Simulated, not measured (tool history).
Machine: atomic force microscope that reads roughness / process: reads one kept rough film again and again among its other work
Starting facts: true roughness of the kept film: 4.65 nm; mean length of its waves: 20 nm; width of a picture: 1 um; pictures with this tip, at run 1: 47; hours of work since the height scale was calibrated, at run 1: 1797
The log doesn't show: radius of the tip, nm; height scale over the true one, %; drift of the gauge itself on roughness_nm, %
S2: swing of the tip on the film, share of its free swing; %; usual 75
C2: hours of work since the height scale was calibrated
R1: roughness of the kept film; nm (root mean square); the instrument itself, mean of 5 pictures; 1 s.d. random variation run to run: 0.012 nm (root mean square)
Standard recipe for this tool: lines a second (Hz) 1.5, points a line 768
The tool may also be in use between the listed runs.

{"run": 1, "hour": 0.0, "lines a second (Hz)": 1.5, "S2": 75, "points a line": 768, "pictures with this tip": 47, "C2": 1797, "R1": 1.783}
{"hour": 24.4, "done": "new tip fitted"}
{"run": 2, "hour": 58.2, "lines a second (Hz)": 1.5, "S2": 75, "points a line": 768, "pictures with this tip": 34, "C2": 1834, "R1": 1.912}
{"hour": 94.0, "done": "new tip fitted"}
{"run": 3, "hour": 123.1, "lines a second (Hz)": 1.5, "S2": 75, "points a line": 768, "pictures with this tip": 29, "C2": 1875, "R1": 1.961}
{"hour": 167.2, "done": "new tip fitted"}
{"run": 4, "hour": 193.9, "lines a second (Hz)": 1.5, "S2": 75, "points a line": 768, "pictures with this tip": 27, "C2": 1920, "R1": 1.978}
{"run": 5, "hour": 231.3, "lines a second (Hz)": 1.5, "S2": 75, "points a line": 768, "pictures with this tip": 65, "C2": 1944, "R1": 1.439}
{"hour": 242.3, "done": "new tip fitted"}
{"run": 6, "hour": 273.2, "lines a second (Hz)": 1.5, "S2": 75, "points a line": 768, "pictures with this tip": 31, "C2": 1971, "R1": 1.901}
{"hour": 314.5, "done": "new tip fitted"}
{"run": 7, "hour": 344.8, "lines a second (Hz)": 1.42, "S2": 75, "points a line": 768, "pictures with this tip": 30, "C2": 2016, "R1": 1.993}
{"hour": 386.7, "done": "new tip fitted"}
{"run": 8, "hour": 419.6, "lines a second (Hz)": 1.5, "S2": 75, "points a line": 662, "pictures with this tip": 33, "C2": 2064, "R1": 1.918}
{"hour": 457.1, "done": "new tip fitted"}
{"run": 9, "hour": 471.5, "lines a second (Hz)": 1.26, "S2": 75, "points a line": 307, "pictures with this tip": 14, "C2": 2096, "R1": 2.303}
{"run": 10, "hour": 509.4, "lines a second (Hz)": 0.71, "S2": 64, "points a line": 362, "pictures with this tip": 52, "C2": 2121, "R1": 1.756}
{"hour": 530.8, "done": "new tip fitted"}
{"run": 11, "hour": 578.9, "lines a second (Hz)": 0.71, "S2": 64, "points a line": 362, "pictures with this tip": 48, "C2": 2165, "R1": 1.789}
{"hour": 607.1, "done": "new tip fitted"}
{"run": 12, "hour": 622.9, "lines a second (Hz)": 0.81, "S2": 60, "points a line": 804, "pictures with this tip": 16, "C2": 2193, "R1": 2.514}
{"run": 13, "hour": 672.6, "lines a second (Hz)": 0.81, "S2": 60, "points a line": 804, "pictures with this tip": 66, "C2": 2224, "R1": 1.605}
{"hour": 680.5, "done": "new tip fitted"}
{"run": 14, "hour": 741.0, "lines a second (Hz)": 0.81, "S2": 72, "points a line": 804, "pictures with this tip": 61, "C2": 2268, "R1": 1.678}
{"hour": 752.3, "done": "new tip fitted"}
{"run": 15, "hour": 780.4, "lines a second (Hz)": 0.6, "S2": 68, "points a line": 300, "pictures with this tip": 29, "C2": 2293, "R1": 2.092}
{"hour": 822.0, "done": "new tip fitted"}
{"run": 16, "hour": 825.9, "lines a second (Hz)": 0.69, "S2": 60, "points a line": 541, "pictures with this tip": 4, "C2": 2321, "R1": 2.963}

What differs in the tool's unlogged condition from the final listed run ahead of each entry between runs to the first listed run following it?
Run 1 -> run 2: new tip fitted (hour 24.4)
  radius of the tip, nm: 29.9 -> 26.1; height scale over the true one, %: 0.98 -> 1
  difference, measured minus the result without the unlogged condition, R1: -1.088 -> -0.938 nm (root mean square)
Run 2 -> run 3: new tip fitted (hour 94)
  radius of the tip, nm: 26.1 -> 25.2; height scale over the true one, %: 1 -> 1.02
  difference, measured minus the result without the unlogged condition, R1: -0.938 -> -0.906 nm (root mean square)
Run 3 -> run 4: new tip fitted (hour 167.2)
  radius of the tip, nm: 25.2 -> 24.5; height scale over the true one, %: 1.02 -> 1.05
  difference, measured minus the result without the unlogged condition, R1: -0.906 -> -0.872 nm (root mean square)
Run 5 -> run 6: new tip fitted (hour 242.3)
  radius of the tip, nm: 41.6 -> 26.5; height scale over the true one, %: 1.06 -> 1.07
  difference, measured minus the result without the unlogged condition, R1: -1.407 -> -0.959 nm (root mean square)
Run 6 -> run 7: new tip fitted (hour 314.5)
  radius of the tip, nm: 26.5 -> 24.8; height scale over the true one, %: 1.07 -> 1.1
  difference, measured minus the result without the unlogged condition, R1: -0.959 -> -0.896 nm (root mean square)
Run 7 -> run 8: new tip fitted (hour 386.7)
  radius of the tip, nm: 24.8 -> 26.3; height scale over the true one, %: 1.1 -> 1.13
  difference, measured minus the result without the unlogged condition, R1: -0.896 -> -0.95 nm (root mean square)
Run 8 -> run 9: new tip fitted (hour 457.1)
  radius of the tip, nm: 26.3 -> 17.8; height scale over the true one, %: 1.13 -> 1.15
  difference, measured minus the result without the unlogged condition, R1: -0.95 -> -0.532 nm (root mean square)
Run 10 -> run 11: new tip fitted (hour 530.8)
  radius of the tip, nm: 33.8 -> 32.7; height scale over the true one, %: 1.16 -> 1.18
  difference, measured minus the result without the unlogged condition, R1: -1.28 -> -1.242 nm (root mean square)
Run 11 -> run 12: new tip fitted (hour 607.1)
  radius of the tip, nm: 32.7 -> 18; height scale over the true one, %: 1.18 -> 1.2
  difference, measured minus the result without the unlogged condition, R1: -1.242 -> -0.597 nm (root mean square)
Run 13 -> run 14: new tip fitted (hour 680.5)
  radius of the tip, nm: 40.4 -> 36.4; height scale over the true one, %: 1.22 -> 1.25
  difference, measured minus the result without the unlogged condition, R1: -1.495 -> -1.349 nm (root mean square)
Run 14 -> run 15: new tip fitted (hour 752.3)
  radius of the tip, nm: 36.4 -> 24.7; height scale over the true one, %: 1.25 -> 1.26
  difference, measured minus the result without the unlogged condition, R1: -1.349 -> -0.93 nm (root mean square)
Run 15 -> run 16: new tip fitted (hour 822)
  radius of the tip, nm: 24.7 -> 11.7; height scale over the true one, %: 1.26 -> 1.27
  difference, measured minus the result without the unlogged condition, R1: -0.93 -> -0.116 nm (root mean square)
